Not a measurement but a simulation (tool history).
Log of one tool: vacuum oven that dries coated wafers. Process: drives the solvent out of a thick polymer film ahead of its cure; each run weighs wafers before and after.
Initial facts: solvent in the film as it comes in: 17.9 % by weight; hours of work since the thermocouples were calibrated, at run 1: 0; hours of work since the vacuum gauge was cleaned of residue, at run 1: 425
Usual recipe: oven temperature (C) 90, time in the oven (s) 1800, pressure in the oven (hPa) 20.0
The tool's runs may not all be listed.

run	hour	oven temperature (C)	time in the oven (s)	pressure in the oven (hPa)	hours of work since the thermocouples were calibrated	hours of work since the vacuum gauge was cleaned of residue	solvent left in the film (%)
1	0.0	90	1800	20.0	0	425	2.34
2	35.4	90	1800	20.0	16	441	2.32
3	53.6	90	1800	20.0	25	450	2.29
4	90.3	90	1800	20.0	42	466	2.34
5	112.9	90	1800	20.0	52	477	2.40
6	146.3	90	1800	20.0	68	492	2.38
7	188.4	90	1800	14.9	87	512	2.11
8	220.3	90	1800	20.0	102	527	2.28
9	244.0	90	1800	20.0	113	538	2.30
10	271.7	90	1800	20.0	126	550	2.38
11	297.0	80	1800	20.0	137	562	5.41
12	338.3	80	1800	20.0	156	581	5.28
13	375.1	103	1800	20.0	173	598	0.67
14	406.3	103	1020	20.0	188	612	1.56
15	442.5	97	1800	20.0	204	629	1.16
16	462.9	97	1800	20.0	214	639	1.10
17	496.9	90	1800	20.0	230	654	2.34
18	519.4	76	1800	20.0	240	665	6.85
19	558.0	76	1800	20.0	258	683	6.87
20	577.7	90	1800	20.0	267	692	2.37
21	607.2	90	1800	20.0	281	705	2.44
22	641.6	96	1800	10.0	296	721	1.03
23	662.4	96	1440	49.2	306	731	2.70
24	696.3	96	1440	14.7	322	746	1.65
# hour 701.1: vacuum gauge cleaned of residue and calibrated
25	726.0	92	2760	19.9	335	12	1.02
26	768.2	89	1200	11.1	354	31	4.07
# hour 796.6: vacuum gauge cleaned of residue and calibrated, once more
27	803.3	101	1800	20.0	370	3	0.72
28	835.4	80	2580	20.0	385	18	3.77
29	872.0	92	1800	23.8	401	35	2.08
30	908.7	92	1800	23.8	418	52	2.12
31	947.5	90	1980	13.7	436	70	1.85
32	977.1	90	1980	13.7	450	83	1.77
33	1004.1	88	1260	10.1	462	96	4.24
34	1043.5	88	1260	10.1	481	114	4.15
35	1076.1	97	2280	20.0	496	129	0.81
36	1105.3	94	2280	30.3	509	143	1.47
37	1148.5	90	2340	48.4	529	163	2.75
38	1173.7	90	2220	61.5	541	174	3.41
39	1210.0	90	2220	25.2	558	191	2.00

Hidden condition of the tool, last listed run before each entry between runs versus first listed run after:
In the gap between runs 24 and 25: vacuum gauge cleaned of residue and calibrated (hour 701.1)
  true wafer temperature over the reading, C: -0.21 -> -0.23; true pressure over the reading, kPa: 0.103 -> 0.119
  measured minus no-state result, solvent left in the film (%): +0.07 -> +0.06
In the gap between runs 26 and 27: vacuum gauge cleaned of residue and calibrated, once more (hour 796.6)
  true wafer temperature over the reading, C: -0.26 -> -0.28; true pressure over the reading, kPa: 0.122 -> 0.004
  measured minus no-state result, solvent left in the film (%): +0.12 -> +0.02

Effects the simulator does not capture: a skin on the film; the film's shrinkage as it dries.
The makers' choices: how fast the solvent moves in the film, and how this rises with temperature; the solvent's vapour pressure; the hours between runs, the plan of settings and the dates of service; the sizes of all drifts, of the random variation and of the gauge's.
